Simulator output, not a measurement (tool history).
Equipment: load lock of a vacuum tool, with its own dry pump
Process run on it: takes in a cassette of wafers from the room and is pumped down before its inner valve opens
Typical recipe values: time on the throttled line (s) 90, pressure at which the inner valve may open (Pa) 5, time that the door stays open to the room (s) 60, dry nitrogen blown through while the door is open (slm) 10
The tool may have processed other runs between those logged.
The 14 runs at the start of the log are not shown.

run	hour	time on the throttled line (s)	pressure at which the inner valve may open (Pa)	time that the door stays open to the room (s)	dry nitrogen blown through while the door is open (slm)	hours that the pump has run since its overhaul	times that the door has closed on its seal	incoming humidity of the room's air, %	time from the closed door until the inner valve may open (s)	rise of the pressure with all valves shut (Pa/min)
15	5411.7	90	5	60	5	15393	23218	44.8	141.6	0.203
16	5853.4	90	5	60	5	15834	23884	47.7	141.2	0.203
17	6133.0	90	5	60	6	16114	24306	45.9	142.2	0.207
18	6579.4	90	5	60	6	16560	24979	46.6	141.8	0.224
19	6888.7	90	5	60	6	16870	25445	43.9	143.3	0.225
20	7165.4	100	7	36	8	17146	25863	45.4	147.1	0.221
21	7614.7	100	7	36	8	17596	26541	42.9	148.7	0.225
# hour 7913.9: dry pump taken out, an overhauled one fitted
22	8027.2	100	7	36	8	113	27154	47.7	142.0	0.230
23	8360.4	100	7	36	8	447	27656	44.8	142.8	0.245
24	8815.4	100	7	36	8	902	28342	47.5	143.2	0.256
25	9340.2	77	5	60	9	1426	29134	43.8	126.5	0.266
26	9871.9	136	7	192	6	1958	29936	48.8	172.4	0.309
27	10389.4	136	6	77	6	2475	30717	43.9	174.5	0.296

Predict the results of run 28:
28	10613.8	63	5	162	12	2700	31055	43.2	?	?

{"run 28": {"time from the closed door until the inner valve may open (s)": 114.3, "rise of the pressure with all valves shut (Pa/min)": 0.302}}
With no hidden state in the tool, this same run would have given time from the closed door until the inner valve may open (s) 113.9, rise of the pressure with all valves shut (Pa/min) 0.032.

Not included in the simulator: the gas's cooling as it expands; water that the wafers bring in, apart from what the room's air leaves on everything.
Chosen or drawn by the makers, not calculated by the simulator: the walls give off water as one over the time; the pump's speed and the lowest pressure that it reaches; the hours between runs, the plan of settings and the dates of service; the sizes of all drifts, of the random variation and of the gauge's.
